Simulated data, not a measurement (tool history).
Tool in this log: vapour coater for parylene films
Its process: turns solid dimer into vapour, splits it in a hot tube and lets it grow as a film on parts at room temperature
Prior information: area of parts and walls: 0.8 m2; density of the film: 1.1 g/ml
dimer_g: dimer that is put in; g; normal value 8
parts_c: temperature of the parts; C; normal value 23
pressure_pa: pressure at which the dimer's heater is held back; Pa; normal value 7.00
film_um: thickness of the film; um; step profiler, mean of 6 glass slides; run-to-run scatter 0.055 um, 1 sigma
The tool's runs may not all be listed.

run,hour,dimer_g,parts_c,pressure_pa,film_um
1,0.0,8,23,7.00,6.12
2,34.5,8,30,7.00,4.63
3,60.8,13,23,7.00,9.93
4,96.6,13,23,7.00,9.83
5,120.3,13,23,7.00,9.83
# hour 162.8: trap's valve overhauled
6,162.8,13,23,7.00,10.25
7,183.0,13,23,7.00,10.27
8,208.7,13,23,7.00,10.31
9,227.6,13,23,5.80,10.39
10,264.0,8,23,7.00,6.32
11,304.9,8,23,7.00,6.28
12,335.4,8,15,7.00,8.40
13,360.0,8,15,7.00,8.37
14,377.1,8,15,7.00,8.36
15,406.7,8,15,7.00,8.36
16,429.5,8,15,7.00,8.24
17,462.8,8,15,7.00,8.25
18,485.6,8,15,7.00,8.25
19,524.6,8,15,7.00,8.21
20,541.5,8,15,7.00,8.28
21,561.8,8,23,5.14,6.19
22,601.6,8,23,5.14,6.21
23,633.1,8,23,5.14,6.24
24,658.6,8,23,4.75,6.10
25,697.8,5,23,8.07,3.78
26,725.1,5,23,8.07,3.69
27,746.1,5,23,8.07,3.68
28,763.8,5,25,2.96,3.69
29,800.7,5,25,2.96,3.64
30,835.5,5,25,2.96,3.68
31,863.0,5,25,2.96,3.62
32,891.3,13,16,6.34,12.39
33,911.2,11,16,6.34,10.74
# hour 920.3: trap's valve overhauled
34,952.2,11,16,6.34,11.42
35,986.3,8,23,2.56,6.71
36,1013.1,8,18,7.00,7.59
37,1030.8,7,23,3.36,5.88
38,1062.0,7,23,3.36,5.78
39,1097.5,7,23,2.34,5.91
40,1137.1,7,23,2.34,5.92
41,1163.8,7,23,2.34,5.91
42,1189.0,8,25,7.00,5.71
43,1218.1,9,17,4.26,9.10

Consider 4 possible next runs. They are alternatives, not a sequence: every one starts from the tool as it was left by run 43. What does each give?
A,1240.6,4,23,2.50,?
B,1240.6,8,21,7.00,?
C,1240.6,6,21,2.79,?
D,1240.6,3,23,3.01,?

run,film_um
A,3.33
B,6.67
C,5.27
D,2.45
Without the tool's hidden state the same runs would have given:
run,film_um
A,3.47
B,6.96
C,5.49
D,2.56
